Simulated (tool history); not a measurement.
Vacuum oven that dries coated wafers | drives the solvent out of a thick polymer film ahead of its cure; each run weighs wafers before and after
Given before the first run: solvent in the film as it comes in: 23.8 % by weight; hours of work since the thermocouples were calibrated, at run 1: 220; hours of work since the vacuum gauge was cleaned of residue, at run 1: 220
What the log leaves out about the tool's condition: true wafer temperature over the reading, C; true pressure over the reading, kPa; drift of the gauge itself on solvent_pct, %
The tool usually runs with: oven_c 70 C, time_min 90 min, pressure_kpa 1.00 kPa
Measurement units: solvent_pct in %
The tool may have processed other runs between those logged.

run,hour,oven_c,time_min,pressure_kpa,hours of work since the thermocouples were calibrated,hours of work since the vacuum gauge was cleaned of residue,solvent_pct
1,0.0,70,90,1.00,220,220,4.18
2,41.0,70,90,1.00,249,249,4.11
3,121.7,70,90,1.00,307,307,4.38
4,188.4,70,90,1.00,355,355,4.43
5,242.3,70,90,0.94,394,394,4.46
6,280.6,70,90,0.94,422,422,4.41
7,344.2,70,90,0.94,467,467,4.32
8,418.8,70,90,0.94,521,521,4.57
9,498.3,70,90,0.94,578,578,4.56
10,559.7,70,90,0.94,622,622,4.65
11,597.1,70,90,0.94,649,649,4.57
12,654.6,80,130,0.94,691,691,1.08
13,691.4,72,162,1.64,717,717,2.60
14,742.2,57,74,1.00,754,754,12.01

Run 15 has not been measured yet. What should we expect?
# hour 751.4: oven's thermocouples calibrated
15,807.6,69,56,1.00,40,799,?

solvent_pct: 8.63 %
Take away the tool's hidden state, keep the run-to-run variation as it was, and the same run would have given solvent_pct 7.64 %.
